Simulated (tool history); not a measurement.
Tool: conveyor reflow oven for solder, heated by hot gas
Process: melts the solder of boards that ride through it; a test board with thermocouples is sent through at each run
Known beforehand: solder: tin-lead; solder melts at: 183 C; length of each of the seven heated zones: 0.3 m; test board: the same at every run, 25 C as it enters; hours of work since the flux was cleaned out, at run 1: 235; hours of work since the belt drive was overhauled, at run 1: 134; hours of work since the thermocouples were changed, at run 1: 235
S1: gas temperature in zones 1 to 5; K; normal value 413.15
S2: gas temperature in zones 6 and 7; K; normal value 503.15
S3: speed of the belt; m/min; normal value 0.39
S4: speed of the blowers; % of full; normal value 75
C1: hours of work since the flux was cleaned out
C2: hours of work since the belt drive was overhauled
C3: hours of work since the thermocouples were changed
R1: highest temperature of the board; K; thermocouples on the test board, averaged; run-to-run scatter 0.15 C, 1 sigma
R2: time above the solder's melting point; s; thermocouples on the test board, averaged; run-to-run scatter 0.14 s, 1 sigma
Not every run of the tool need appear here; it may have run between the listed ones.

Run 1, day 0: usual settings; C1 235; C2 134; C3 235. Result: R1 488.05 K, R2 68.3 s.
Run 2, day 0.688: usual settings; C1 248; C2 147; C3 248. Result: R1 488.15 K, R2 68.1 s.
Run 3, day 1.196: usual settings; C1 257; C2 156; C3 257. Result: R1 487.85 K, R2 67.9 s.
At day 2.067: flux residue cleaned out of gas plates and filters.
Run 4, day 2.067: usual settings but S4 77 % of full; C1 0; C2 169; C3 270. Result: R1 489.75 K, R2 70.6 s.
Run 5, day 2.679: usual settings but S1 423.15 K; C1 11; C2 180; C3 281. Result: R1 490.95 K, R2 76.3 s.
Run 6, day 3.404: usual settings but S1 423.15 K; C1 25; C2 194; C3 295. Result: R1 491.05 K, R2 76.3 s.
Run 7, day 4.288: usual settings; C1 42; C2 210; C3 311. Result: R1 489.25 K, R2 69.8 s.
Run 8, day 4.871: usual settings; C1 53; C2 221; C3 322. Result: R1 489.35 K, R2 69.8 s.
Run 9, day 5.746: usual settings; C1 69; C2 237; C3 339. Result: R1 489.35 K, R2 70 s.
Run 10, day 6.288: usual settings but S3 0.368 m/min; C1 79; C2 248; C3 349. Result: R1 490.75 K, R2 75.8 s.
Run 11, day 7.312: usual settings but S3 0.368 m/min; C1 98; C2 267; C3 368. Result: R1 490.75 K, R2 76 s.
Run 12, day 7.821: usual settings but S3 0.368 m/min; C1 108; C2 276; C3 378. Result: R1 490.55 K, R2 75.8 s.
Run 13, day 8.275: usual settings; C1 116; C2 285; C3 386. Result: R1 488.85 K, R2 69.7 s.
Run 14, day 9.1: usual settings; C1 132; C2 300; C3 401. Result: R1 488.95 K, R2 69.4 s.
Run 15, day 9.838: usual settings but S2 517.15 K; C1 145; C2 314; C3 415. Result: R1 501.15 K, R2 79 s.
Run 16, day 10.558: usual settings but S1 422.15 K, S2 517.15 K; C1 159; C2 328; C3 429. Result: R1 502.15 K, R2 83.8 s.
Run 17, day 11.421: usual settings but S1 422.15 K, S2 517.15 K; C1 175; C2 344; C3 445. Result: R1 502.25 K, R2 83.8 s.
Run 18, day 12.429: usual settings but S1 425.15 K, S2 514.15 K, S3 0.398 m/min, S4 58 % of full; C1 194; C2 363; C3 464. Result: R1 497.15 K, R2 79.5 s.
Run 19, day 13.433: usual settings but S1 415.15 K, S3 0.421 m/min; C1 213; C2 381; C3 483. Result: R1 486.55 K, R2 62.3 s.
Run 20, day 14.438: usual settings but S1 409.15 K, S3 0.421 m/min, S4 81 % of full; C1 232; C2 400; C3 501. Result: R1 486.25 K, R2 59.8 s.
Run 21, day 15.442: usual settings but S1 424.15 K, S3 0.336 m/min, S4 81 % of full; C1 250; C2 419; C3 520. Result: R1 493.95 K, R2 92.9 s.
Run 22, day 16.042: usual settings but S1 415.15 K, S3 0.32 m/min, S4 59 % of full; C1 262; C2 430; C3 531. Result: R1 491.45 K, R2 89.8 s.
At day 16.704: flux residue cleaned out of gas plates and filters.
Run 23, day 17.233: usual settings but S1 405.15 K, S2 512.15 K, S3 0.362 m/min, S4 59 % of full; C1 10; C2 449; C3 550. Result: R1 495.75 K, R2 77.6 s.
At day 17.65: thermocouples of zones 6 and 7 changed.
Run 24, day 17.929: usual settings but S1 405.15 K, S2 512.15 K, S3 0.362 m/min, S4 59 % of full; C1 21; C2 460; C3 5. Result: R1 495.55 K, R2 77.9 s.
Run 25, day 18.892: usual settings but S1 405.15 K, S2 512.15 K, S3 0.362 m/min, S4 59 % of full; C1 39; C2 478; C3 23. Result: R1 495.85 K, R2 77.7 s.
Run 26, day 19.346: usual settings but S1 405.15 K, S2 512.15 K, S3 0.362 m/min, S4 59 % of full; C1 48; C2 487; C3 32. Result: R1 495.55 K, R2 77.7 s.
Run 27, day 19.908: usual settings but S1 421.15 K, S2 505.15 K, S3 0.388 m/min, S4 82 % of full; C1 58; C2 497; C3 42. Result: R1 493.35 K, R2 77.9 s.
Run 28, day 20.808: usual settings but S1 421.15 K, S2 515.15 K, S3 0.388 m/min, S4 82 % of full; C1 75; C2 514; C3 59. Result: R1 501.95 K, R2 83.5 s.
Run 29, day 21.808: usual settings but S2 499.15 K, S3 0.438 m/min, S4 87 % of full; C1 94; C2 533; C3 78. Result: R1 483.75 K, R2 56.8 s.
Run 30, day 22.754: usual settings but S1 402.15 K; C1 112; C2 550; C3 95. Result: R1 487.35 K, R2 63.6 s.

Here are 5 independent what-if runs from the current tool condition. What would each one return?
Run A, day 23.729: usual settings but S1 418.15 K, S4 77 % of full; C1 130; C2 569; C3 114. Result: R1 ?, R2 ?.
Run B, day 23.729: usual settings but S1 402.15 K, S2 497.15 K, S3 0.449 m/min, S4 59 % of full; C1 130; C2 569; C3 114. Result: R1 ?, R2 ?.
Run C, day 23.729: usual settings but S3 0.421 m/min; C1 130; C2 569; C3 114. Result: R1 ?, R2 ?.
Run D, day 23.729: usual settings but S1 427.15 K; C1 130; C2 569; C3 114. Result: R1 ?, R2 ?.
Run E, day 23.729: usual settings but S1 402.15 K, S4 56 % of full; C1 130; C2 569; C3 114. Result: R1 ?, R2 ?.

run      R1    R2
  A  489.85  73.1
  B  474.25  38.6
  C  486.55  61.7
  D  491.05  78.8
  E  483.55  58.6
With no hidden state in the tool, these same runs would have given:
run      R1    R2
  A  490.85  73.4
  B  475.25  39.8
  C  487.55  62.3
  D  491.95  78.9
  E  484.55  59.2

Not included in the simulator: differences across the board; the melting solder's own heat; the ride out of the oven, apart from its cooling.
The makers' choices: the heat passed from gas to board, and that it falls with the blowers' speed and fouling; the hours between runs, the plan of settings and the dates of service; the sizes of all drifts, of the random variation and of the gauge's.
